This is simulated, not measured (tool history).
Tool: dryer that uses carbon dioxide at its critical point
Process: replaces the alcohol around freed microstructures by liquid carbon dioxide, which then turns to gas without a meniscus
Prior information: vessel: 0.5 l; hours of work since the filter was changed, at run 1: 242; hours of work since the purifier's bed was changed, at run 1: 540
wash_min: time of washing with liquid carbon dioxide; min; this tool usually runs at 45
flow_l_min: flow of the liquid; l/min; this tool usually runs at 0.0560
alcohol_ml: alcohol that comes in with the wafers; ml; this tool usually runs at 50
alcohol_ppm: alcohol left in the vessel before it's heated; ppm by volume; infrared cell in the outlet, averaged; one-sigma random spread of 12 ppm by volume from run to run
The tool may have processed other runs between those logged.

run   hour  wash_min  flow_l_min  alcohol_ml  hours of work since the filter was changed  hours of work since the purifier's bed was changed  alcohol_ppm
  1    0.0        45      0.0560          50                                         242                                                 540          980
  2   13.2        45      0.0821          50                                         252                                                 549          171
  3   34.0        45      0.0560          50                                         267                                                 565          992
  4   50.6        45      0.0560          50                                         280                                                 578          988
  5   61.5        45      0.0734          50                                         288                                                 586          296
  6   79.7        45      0.0687          50                                         302                                                 599          400
  7   93.6        45      0.0560          47                                         312                                                 610          974
  8  105.6        45      0.0560          47                                         321                                                 619          997
  9  126.3        45      0.0560          47                                         337                                                 635         1001
 10  147.0        31      0.0560          50                                         352                                                 650         4361
 11  157.2        31      0.0560          50                                         360                                                 658         4357
 12  172.6        59      0.0560          50                                         372                                                 669          338
 13  185.7        59      0.0560          50                                         381                                                 679          341
 14  207.9        59      0.0560          50                                         398                                                 696          344
 15  228.5        59      0.0560          50                                         414                                                 711          346
 16  251.7        59      0.0560          50                                         431                                                 729          368
 17  263.6        59      0.0560          50                                         440                                                 738          370
 18  276.9        59      0.0560          50                                         450                                                 748          388
 19  297.8        59      0.0560          50                                         466                                                 763          384
     304.9  -- inlet filter changed
 20  320.1        59      0.0560          50                                          11                                                 779          268
 21  344.3        46      0.0509         116                                          30                                                 798         2491
 22  364.8        40      0.0468          58                                          45                                                 813         3220
 23  375.0        46      0.0848          51                                          53                                                 821          165
 24  397.9        45      0.0913          47                                          70                                                 838          150
 25  418.3        63      0.0606          37                                          85                                                 853          159
 26  442.1        63      0.0606          37                                         103                                                 871          177
 27  458.1        30      0.0560          78                                         115                                                 883         6419
 28  469.3        30      0.0560         115                                         124                                                 892         9458
 29  481.9        71      0.0711          53                                         133                                                 901          132
 30  502.0        71      0.0834          25                                         148                                                 916          133
 31  511.9        31      0.0560          50                                         156                                                 924         3842
 32  533.7        62      0.0560          50                                         172                                                 940          282
 33  547.4        62      0.0560          50                                         182                                                 950          281
 34  567.3        62      0.0560          23                                         197                                                 965          210
 35  585.4        45      0.0467          50                                         211                                                 979         2152
 36  603.1        45      0.0467          50                                         224                                                 992         2085
 37  613.6        31      0.0890          55                                         232                                                1000          707

Forecast each of these 3 alternatives for the next run:
  A  633.2        71      0.0389          72                                         247                                                1015            ?
  B  633.2        45      0.0560          38                                         247                                                1015            ?
  C  633.2        31      0.0540          55                                         247                                                1015            ?

run  alcohol_ppm
  A         1037
  B          816
  C         4925
What these runs would have given with no unlogged condition in the tool:
run  alcohol_ppm
  A          673
  B          518
  C         4008
